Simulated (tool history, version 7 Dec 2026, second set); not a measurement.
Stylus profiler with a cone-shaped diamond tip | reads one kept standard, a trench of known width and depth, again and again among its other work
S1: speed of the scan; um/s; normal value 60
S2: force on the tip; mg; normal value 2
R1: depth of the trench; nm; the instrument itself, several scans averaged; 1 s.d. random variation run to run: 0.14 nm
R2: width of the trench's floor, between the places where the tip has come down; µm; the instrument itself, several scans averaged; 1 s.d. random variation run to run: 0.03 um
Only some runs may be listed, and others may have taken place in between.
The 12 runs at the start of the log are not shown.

Run 13, hour 999.9: usual settings but S1 122 um/s. Result: R1 503.33 nm, R2 26.76 µm.
Run 14, hour 1065.6: usual settings. Result: R1 503.1 nm, R2 27 µm.
Run 15, hour 1150.5: usual settings. Result: R1 503.43 nm, R2 27.05 µm.
Run 16, hour 1239.1: usual settings. Result: R1 503.5 nm, R2 26.97 µm.
Run 17, hour 1340.7: usual settings. Result: R1 503.35 nm, R2 27.02 µm.
Run 18, hour 1448.7: usual settings. Result: R1 503.14 nm, R2 27.05 µm.
Run 19, hour 1545.9: usual settings. Result: R1 503.22 nm, R2 27 µm.
Run 20, hour 1637.6: usual settings. Result: R1 503.51 nm, R2 27.05 µm.
Run 21, hour 1689.4: usual settings. Result: R1 503.17 nm, R2 27.02 µm.
Run 22, hour 1798.2: usual settings. Result: R1 503.5 nm, R2 26.99 µm.
Run 23, hour 1862.9: usual settings. Result: R1 503.23 nm, R2 26.98 µm.
Run 24, hour 1943.2: usual settings but S1 118 um/s, S2 2.39 mg. Result: R1 503.55 nm, R2 26.81 µm.
Run 25, hour 2027.1: usual settings but S2 2.32 mg. Result: R1 503.81 nm, R2 27.02 µm.
Run 26, hour 2085.1: usual settings but S1 80 um/s, S2 1.15 mg. Result: R1 502.14 nm, R2 26.75 µm.
At hour 2150.2: new tip fitted, height scale calibrated.
Run 27, hour 2150.8: usual settings but S1 80 um/s, S2 1.15 mg. Result: R1 502.23 nm, R2 26.81 µm.
Run 28, hour 2242.5: usual settings but S1 79 um/s, S2 4.81 mg. Result: R1 505.94 nm, R2 27.12 µm.
Run 29, hour 2296.2: usual settings but S1 32 um/s, S2 1.61 mg. Result: R1 502.8 nm, R2 27.17 µm.
Run 30, hour 2345.9: usual settings but S1 23 um/s, S2 1.61 mg. Result: R1 502.64 nm, R2 27.21 µm.
Run 31, hour 2401: usual settings but S1 25 um/s, S2 4.46 mg. Result: R1 505.51 nm, R2 27.27 µm.

What does the tool deliver on the next run?
Run 32, hour 2475.7: usual settings but S1 123 um/s, S2 1.92 mg. Result: R1 ?, R2 ?.

R1: 503.22 nm
R2: 26.67 µm
Minus the tool's unlogged condition, the same run would have read R1 503.22 nm, R2 26.67 µm.

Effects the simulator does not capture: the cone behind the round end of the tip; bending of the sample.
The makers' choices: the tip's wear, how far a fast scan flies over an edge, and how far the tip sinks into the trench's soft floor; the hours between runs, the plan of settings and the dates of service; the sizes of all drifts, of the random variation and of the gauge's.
